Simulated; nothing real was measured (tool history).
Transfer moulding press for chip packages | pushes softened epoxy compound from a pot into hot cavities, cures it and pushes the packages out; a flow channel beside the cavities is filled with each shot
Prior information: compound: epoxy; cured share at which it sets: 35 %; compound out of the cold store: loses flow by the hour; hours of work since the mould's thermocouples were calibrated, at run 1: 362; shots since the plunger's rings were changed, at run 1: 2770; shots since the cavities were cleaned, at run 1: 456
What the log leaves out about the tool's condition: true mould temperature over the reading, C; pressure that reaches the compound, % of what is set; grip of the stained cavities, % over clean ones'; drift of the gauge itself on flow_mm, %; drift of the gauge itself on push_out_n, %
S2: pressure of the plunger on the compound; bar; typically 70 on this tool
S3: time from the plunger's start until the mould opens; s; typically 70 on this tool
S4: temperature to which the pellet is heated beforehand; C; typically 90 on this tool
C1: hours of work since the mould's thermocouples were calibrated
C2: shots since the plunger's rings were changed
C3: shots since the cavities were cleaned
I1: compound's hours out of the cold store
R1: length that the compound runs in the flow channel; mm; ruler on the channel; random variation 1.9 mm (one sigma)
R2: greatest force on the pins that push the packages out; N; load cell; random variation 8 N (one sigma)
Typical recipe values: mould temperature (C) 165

run 1 hour=0 | mould_temperature_(C)=165 S2=70 S3=70 S4=90 | C1=362 C2=2770 C3=456 | I1=40.6 | R1=732 R2=342
run 2 hour=9.5 | mould_temperature_(C)=165 S2=70 S3=70 S4=90 | C1=369 C2=2934 C3=620 | I1=42 | R1=727 R2=328
run 3 hour=21.1 | mould_temperature_(C)=165 S2=70 S3=70 S4=90 | C1=377 C2=3133 C3=819 | I1=41.8 | R1=728 R2=339
-- hour=30.5 plunger's sealing rings changed
-- hour=34.2 cavities cleaned with cleaning compound and waxed
run 4 hour=37.2 | mould_temperature_(C)=165 S2=70 S3=70 S4=90 | C1=386 C2=89 C3=51 | I1=35.1 | R1=755 R2=335
run 5 hour=46.3 | mould_temperature_(C)=165 S2=70 S3=70 S4=90 | C1=392 C2=246 C3=208 | I1=40.6 | R1=732 R2=336
run 6 hour=52 | mould_temperature_(C)=162 S2=70 S3=70 S4=90 | C1=397 C2=343 C3=305 | I1=43.5 | R1=728 R2=395
run 7 hour=60.8 | mould_temperature_(C)=165 S2=70 S3=67 S4=90 | C1=403 C2=496 C3=458 | I1=28.2 | R1=786 R2=393
run 8 hour=71.8 | mould_temperature_(C)=165 S2=70 S3=70 S4=90 | C1=411 C2=685 C3=647 | I1=47 | R1=711 R2=345
run 9 hour=79.9 | mould_temperature_(C)=165 S2=70 S3=83 S4=90 | C1=417 C2=825 C3=787 | I1=42.4 | R1=724 R2=281
-- hour=93 cavities cleaned with cleaning compound and waxed
run 10 hour=93.5 | mould_temperature_(C)=165 S2=70 S3=83 S4=90 | C1=425 C2=1033 C3=10 | I1=43 | R1=724 R2=260
run 11 hour=102 | mould_temperature_(C)=165 S2=70 S3=70 S4=90 | C1=432 C2=1179 C3=156 | I1=33.1 | R1=762 R2=342
run 12 hour=112.8 | mould_temperature_(C)=162 S2=70 S3=70 S4=90 | C1=439 C2=1366 C3=343 | I1=44.8 | R1=728 R2=405
run 13 hour=119.7 | mould_temperature_(C)=165 S2=70 S3=70 S4=85 | C1=444 C2=1484 C3=461 | I1=31.3 | R1=771 R2=353
run 14 hour=130.8 | mould_temperature_(C)=165 S2=70 S3=70 S4=85 | C1=452 C2=1675 C3=652 | I1=28.8 | R1=783 R2=356
run 15 hour=141.6 | mould_temperature_(C)=165 S2=70 S3=70 S4=85 | C1=460 C2=1861 C3=838 | I1=39.9 | R1=736 R2=358
-- hour=151.1 cavities cleaned with cleaning compound and waxed
run 16 hour=154.2 | mould_temperature_(C)=159 S2=86.6 S3=70 S4=85 | C1=468 C2=2053 C3=55 | I1=24.1 | R1=914 R2=565
run 17 hour=164 | mould_temperature_(C)=160 S2=70 S3=96 S4=90 | C1=475 C2=2221 C3=223 | I1=46.8 | R1=725 R2=282
run 18 hour=172 | mould_temperature_(C)=160 S2=70 S3=96 S4=90 | C1=481 C2=2358 C3=360 | I1=43.8 | R1=735 R2=265
run 19 hour=178 | mould_temperature_(C)=160 S2=70 S3=96 S4=90 | C1=485 C2=2462 C3=464 | I1=39 | R1=754 R2=271
run 20 hour=183.6 | mould_temperature_(C)=170 S2=74.5 S3=96 S4=90 | C1=489 C2=2559 C3=561 | I1=35.6 | R1=764 R2=258
run 21 hour=189.7 | mould_temperature_(C)=166 S2=60.2 S3=90 S4=90 | C1=494 C2=2665 C3=667 | I1=34.1 | R1=702 R2=253
run 22 hour=197.5 | mould_temperature_(C)=165 S2=63.9 S3=70 S4=82 | C1=499 C2=2799 C3=801 | I1=41.6 | R1=699 R2=341
run 23 hour=206.6 | mould_temperature_(C)=165 S2=63.9 S3=96 S4=93 | C1=506 C2=2955 C3=957 | I1=17.8 | R1=789 R2=270
-- hour=209.4 cavities cleaned with cleaning compound and waxed
run 24 hour=213.9 | mould_temperature_(C)=165 S2=63.9 S3=96 S4=93 | C1=510 C2=3055 C3=78 | I1=21.1 | R1=775 R2=267
run 25 hour=221.8 | mould_temperature_(C)=172 S2=63.9 S3=96 S4=93 | C1=516 C2=3191 C3=214 | I1=12.3 | R1=797 R2=259
-- hour=228.5 plunger's sealing rings changed
run 26 hour=229.6 | mould_temperature_(C)=162 S2=76.6 S3=77 S4=86 | C1=519 C2=19 C3=305 | I1=9.4 | R1=924 R2=380
run 27 hour=242.2 | mould_temperature_(C)=162 S2=76.6 S3=65 S4=99 | C1=529 C2=236 C3=522 | I1=35.7 | R1=791 R2=476
run 28 hour=252.6 | mould_temperature_(C)=157 S2=80.2 S3=73 S4=99 | C1=536 C2=416 C3=702 | I1=18.5 | R1=914 R2=577
run 29 hour=258.1 | mould_temperature_(C)=162 S2=70 S3=70 S4=90 | C1=540 C2=510 C3=796 | I1=40.3 | R1=744 R2=399

4 options for the next run, each taken on its own from the tool as it stands now. Forecast them:
run A hour=266.7 | mould_temperature_(C)=162 S2=66.1 S3=70 S4=90 | C1=546 C2=658 C3=944 | I1=23.9 | R1=? R2=?
run B hour=266.7 | mould_temperature_(C)=165 S2=64.3 S3=61 S4=90 | C1=546 C2=658 C3=944 | I1=9.7 | R1=? R2=?
run C hour=266.7 | mould_temperature_(C)=165 S2=64.7 S3=70 S4=90 | C1=546 C2=658 C3=944 | I1=18.6 | R1=? R2=?
run D hour=266.7 | mould_temperature_(C)=165 S2=70 S3=80 S4=90 | C1=546 C2=658 C3=944 | I1=44.7 | R1=? R2=?

run=A R1=786 R2=449
run=B R1=833 R2=558
run=C R1=795 R2=372
run=D R1=715 R2=272
With the hidden condition removed and each run's random variation left untouched, the same runs would have given:
run=A R1=787 R2=443
run=B R1=833 R2=551
run=C R1=795 R2=367
run=D R1=715 R2=269
